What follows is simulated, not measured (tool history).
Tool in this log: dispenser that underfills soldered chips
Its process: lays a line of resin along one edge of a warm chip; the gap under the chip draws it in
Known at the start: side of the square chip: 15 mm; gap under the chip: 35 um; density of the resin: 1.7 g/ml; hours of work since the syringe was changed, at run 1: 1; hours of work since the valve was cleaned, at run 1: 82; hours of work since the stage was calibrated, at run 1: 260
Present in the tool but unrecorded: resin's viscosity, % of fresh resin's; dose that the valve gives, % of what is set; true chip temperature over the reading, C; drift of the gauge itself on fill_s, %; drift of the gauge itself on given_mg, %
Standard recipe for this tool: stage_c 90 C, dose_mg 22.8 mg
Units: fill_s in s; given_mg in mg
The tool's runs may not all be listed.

run	day	stage_c	dose_mg	hours of work since the syringe was changed	hours of work since the valve was cleaned	hours of work since the stage was calibrated	fill_s	given_mg
1	0.000	90	22.8	1	82	260	394.5	21.95
2	0.258	90	22.8	5	86	264	504.5	22.04
# day 0.638: new syringe of resin
3	0.700	90	22.8	1	92	271	405.0	21.68
4	0.958	90	22.8	5	96	275	514.2	21.85
# day 1.338: new syringe of resin
5	1.362	90	25.1	0	102	281	386.9	23.81
6	1.558	90	22.8	3	105	284	465.7	21.72
7	1.867	90	22.8	8	110	289	629.5	21.59
# day 2.008: new syringe of resin
# day 2.050: dispensing valve cleaned and set on the balance
8	2.208	103	22.8	2	2	293	264.0	22.75
9	2.571	103	22.8	8	8	299	378.4	22.63
# day 2.712: new syringe of resin
10	2.838	96	22.8	2	12	303	329.6	22.71
11	3.204	96	22.8	8	18	309	468.7	22.57
# day 3.408: new syringe of resin
12	3.604	90	22.8	3	24	315	467.1	22.59
13	4.025	90	22.8	10	30	321	686.5	22.61
# day 4.083: new syringe of resin
14	4.296	90	22.8	3	34	325	461.1	22.32
15	4.654	90	22.8	9	40	331	653.9	22.44
# day 4.750: new syringe of resin
16	5.062	90	22.8	5	46	337	514.7	22.20
17	5.250	90	22.8	8	49	340	615.5	22.22
# day 5.425: new syringe of resin
18	5.638	90	22.8	3	55	346	467.5	22.22
19	5.833	90	22.8	6	58	349	548.6	21.99
20	6.050	99	24.2	10	61	352	478.9	23.32
# day 6.096: new syringe of resin
21	6.471	104	24.9	6	68	358	312.9	24.02
# day 6.762: new syringe of resin
22	6.800	95	23.1	1	72	363	319.0	22.28
23	7.158	95	23.1	6	78	369	454.1	22.10
24	7.346	92	20.8	9	81	372	617.9	19.90
# day 7.454: new syringe of resin
25	7.712	103	27.4	4	86	377	290.2	26.24
26	7.888	98	28.0	7	89	380	419.5	26.75
# day 8.117: new syringe of resin
# day 8.279: stage's temperature calibrated
27	8.279	98	28.0	2	94	0	292.1	26.78
28	8.596	98	28.0	7	99	5	386.3	26.52
# day 8.850: new syringe of resin
29	9.000	98	28.0	2	105	11	311.1	26.59
30	9.250	76	28.6	6	109	15	953.0	27.01
# day 9.496: dispensing valve cleaned and set on the balance
# day 9.558: new syringe of resin
31	9.708	76	21.9	2	3	21	750.4	21.85
32	9.900	97	20.1	5	6	24	388.9	19.95
33	10.167	79	28.7	9	10	28	1005.7	28.51
# day 10.229: new syringe of resin
34	10.446	100	28.7	3	14	32	303.1	28.44
35	10.708	100	28.7	7	18	36	383.1	28.42

Branching from run 35: 4 alternative next runs. What would each branch give?
# day 10.900: new syringe of resin
A	11.129	79	24.3	4	25	43	?	?
# day 10.900: new syringe of resin
B	11.129	90	26.8	4	25	43	?	?
# day 10.900: new syringe of resin
C	11.129	82	20.7	4	25	43	?	?
# day 10.900: new syringe of resin
D	11.129	93	28.7	4	25	43	?	?

run	fill_s	given_mg
A	719.2	23.78
B	445.5	26.48
C	637.2	20.49
D	393.8	28.32
What these runs would have given with no unlogged condition in the tool:
run	fill_s	given_mg
A	579.0	24.10
B	358.9	26.84
C	512.4	20.77
D	317.3	28.71
